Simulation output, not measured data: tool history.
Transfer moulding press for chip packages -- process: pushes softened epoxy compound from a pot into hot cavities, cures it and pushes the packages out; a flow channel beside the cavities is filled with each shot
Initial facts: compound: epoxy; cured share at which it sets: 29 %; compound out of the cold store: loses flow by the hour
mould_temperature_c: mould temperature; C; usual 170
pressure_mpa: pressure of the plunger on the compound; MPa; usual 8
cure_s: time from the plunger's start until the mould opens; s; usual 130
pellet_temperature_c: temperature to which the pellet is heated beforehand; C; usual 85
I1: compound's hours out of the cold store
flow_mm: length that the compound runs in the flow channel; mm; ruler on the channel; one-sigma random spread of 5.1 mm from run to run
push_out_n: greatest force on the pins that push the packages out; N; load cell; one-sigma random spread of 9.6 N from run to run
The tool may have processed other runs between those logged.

run 1 day=0 | mould_temperature_c=170 pressure_mpa=8 cure_s=130 pellet_temperature_c=85 | I1=21.5 | flow_mm=690 push_out_n=561
run 2 day=0.454 | mould_temperature_c=170 pressure_mpa=8 cure_s=130 pellet_temperature_c=85 | I1=28.4 | flow_mm=662 push_out_n=637
run 3 day=0.796 | mould_temperature_c=170 pressure_mpa=8 cure_s=130 pellet_temperature_c=85 | I1=24.5 | flow_mm=676 push_out_n=626
run 4 day=1.092 | mould_temperature_c=170 pressure_mpa=8 cure_s=130 pellet_temperature_c=85 | I1=31.7 | flow_mm=654 push_out_n=602
run 5 day=1.3 | mould_temperature_c=170 pressure_mpa=8 cure_s=130 pellet_temperature_c=85 | I1=29.3 | flow_mm=663 push_out_n=630
run 6 day=1.733 | mould_temperature_c=170 pressure_mpa=8 cure_s=130 pellet_temperature_c=85 | I1=22 | flow_mm=680 push_out_n=659
run 7 day=2.188 | mould_temperature_c=170 pressure_mpa=8 cure_s=130 pellet_temperature_c=85 | I1=25.2 | flow_mm=669 push_out_n=692
run 8 day=2.55 | mould_temperature_c=170 pressure_mpa=8 cure_s=130 pellet_temperature_c=85 | I1=20.4 | flow_mm=679 push_out_n=711
run 9 day=2.867 | mould_temperature_c=170 pressure_mpa=8 cure_s=130 pellet_temperature_c=85 | I1=21.8 | flow_mm=689 push_out_n=713
run 10 day=3.054 | mould_temperature_c=176 pressure_mpa=8 cure_s=139 pellet_temperature_c=85 | I1=32.4 | flow_mm=629 push_out_n=649
run 11 day=3.35 | mould_temperature_c=168 pressure_mpa=8.12 cure_s=130 pellet_temperature_c=79 | I1=11.5 | flow_mm=729 push_out_n=778
-- day=3.733 cavities cleaned with cleaning compound and waxed
run 12 day=3.821 | mould_temperature_c=170 pressure_mpa=8.49 cure_s=115 pellet_temperature_c=89 | I1=47.4 | flow_mm=624 push_out_n=469
run 13 day=4.083 | mould_temperature_c=170 pressure_mpa=8.49 cure_s=115 pellet_temperature_c=89 | I1=34.6 | flow_mm=658 push_out_n=505
-- day=4.204 mould's thermocouples calibrated
run 14 day=4.454 | mould_temperature_c=170 pressure_mpa=8.48 cure_s=121 pellet_temperature_c=93 | I1=12.9 | flow_mm=725 push_out_n=504
run 15 day=4.833 | mould_temperature_c=167 pressure_mpa=6.26 cure_s=115 pellet_temperature_c=93 | I1=24.9 | flow_mm=599 push_out_n=687
run 16 day=5.125 | mould_temperature_c=167 pressure_mpa=6.26 cure_s=115 pellet_temperature_c=93 | I1=26.9 | flow_mm=589 push_out_n=668
run 17 day=5.567 | mould_temperature_c=167 pressure_mpa=9.01 cure_s=115 pellet_temperature_c=93 | I1=32 | flow_mm=696 push_out_n=722
-- day=5.796 mould's thermocouples calibrated, once more
run 18 day=5.862 | mould_temperature_c=167 pressure_mpa=9.01 cure_s=115 pellet_temperature_c=93 | I1=47.3 | flow_mm=652 push_out_n=828

Each run again, without the hidden state but with its own random variation kept:
Unlogged tool condition in this case: true mould temperature over the reading, C; pressure that reaches the compound, % of what is set; grip of the stained cavities, % over clean ones'; drift of the gauge itself on flow_mm, %; drift of the gauge itself on push_out_n, %.
run=1 flow_mm=707 push_out_n=428
run=2 flow_mm=679 push_out_n=463
run=3 flow_mm=694 push_out_n=436
run=4 flow_mm=673 push_out_n=412
run=5 flow_mm=683 push_out_n=423
run=6 flow_mm=700 push_out_n=435
run=7 flow_mm=690 push_out_n=444
run=8 flow_mm=701 push_out_n=449
run=9 flow_mm=712 push_out_n=444
run=10 flow_mm=650 push_out_n=393
run=11 flow_mm=755 push_out_n=486
run=12 flow_mm=646 push_out_n=466
run=13 flow_mm=682 push_out_n=471
run=14 flow_mm=755 push_out_n=449
run=15 flow_mm=624 push_out_n=602
run=16 flow_mm=615 push_out_n=558
run=17 flow_mm=727 push_out_n=573
run=18 flow_mm=675 push_out_n=569

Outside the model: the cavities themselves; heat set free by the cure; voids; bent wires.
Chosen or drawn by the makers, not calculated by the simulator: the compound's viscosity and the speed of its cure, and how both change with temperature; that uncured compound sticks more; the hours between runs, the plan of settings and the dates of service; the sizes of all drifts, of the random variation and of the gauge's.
